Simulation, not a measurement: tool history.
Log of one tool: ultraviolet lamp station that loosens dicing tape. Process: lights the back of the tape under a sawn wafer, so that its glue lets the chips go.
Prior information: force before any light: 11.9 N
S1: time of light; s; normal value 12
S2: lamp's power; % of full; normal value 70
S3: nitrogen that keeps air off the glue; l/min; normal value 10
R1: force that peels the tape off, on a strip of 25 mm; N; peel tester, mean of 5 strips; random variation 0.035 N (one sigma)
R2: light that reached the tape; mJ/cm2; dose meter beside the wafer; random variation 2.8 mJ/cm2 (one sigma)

run 1 hour=0.0 | S1=12 S2=70 S3=10 | R1=1.723 R2=399
run 2 hour=55.0 | S1=12 S2=70 S3=11 | R1=1.682 R2=398
run 3 hour=99.5 | S1=12 S2=70 S3=10 | R1=1.687 R2=401
run 4 hour=134.1 | S1=12 S2=84 S3=10 | R1=1.201 R2=478
run 5 hour=174.7 | S1=13 S2=70 S3=10 | R1=1.445 R2=434
-- hour=192.5 window cleaned of glue's vapour
-- hour=213.2 lamp changed
run 6 hour=239.2 | S1=13 S2=70 S3=10 | R1=1.472 R2=433
run 7 hour=284.5 | S1=13 S2=70 S3=10 | R1=1.483 R2=433
run 8 hour=313.4 | S1=13 S2=70 S3=10 | R1=1.472 R2=433
run 9 hour=360.5 | S1=12 S2=70 S3=10 | R1=1.752 R2=407
run 10 hour=422.4 | S1=12 S2=70 S3=10 | R1=1.693 R2=400
run 11 hour=484.4 | S1=12 S2=70 S3=10 | R1=1.783 R2=402
run 12 hour=534.6 | S1=12 S2=70 S3=10 | R1=1.739 R2=405
run 13 hour=590.4 | S1=12 S2=70 S3=10 | R1=1.777 R2=400
run 14 hour=652.5 | S1=12 S2=70 S3=10 | R1=1.738 R2=403
run 15 hour=715.7 | S1=12 S2=70 S3=10 | R1=1.698 R2=405
run 16 hour=759.8 | S1=7 S2=70 S3=10 | R1=3.799 R2=236
run 17 hour=822.4 | S1=7 S2=70 S3=10 | R1=3.780 R2=233
run 18 hour=870.7 | S1=7 S2=70 S3=10 | R1=3.785 R2=231
run 19 hour=933.7 | S1=7 S2=70 S3=10 | R1=3.847 R2=231
run 20 hour=990.0 | S1=12 S2=70 S3=19 | R1=1.167 R2=404
run 21 hour=1021.2 | S1=12 S2=70 S3=19 | R1=1.210 R2=404

Run 22 is up next; what results do you expect?
run 22 hour=1071.0 | S1=7 S2=70 S3=17 | R1=? R2=?

Run 22 gave R1 3.061 N, R2 235 mJ/cm2.
With no hidden state in the tool, this same run would have given R1 3.055 N, R2 235 mJ/cm2.
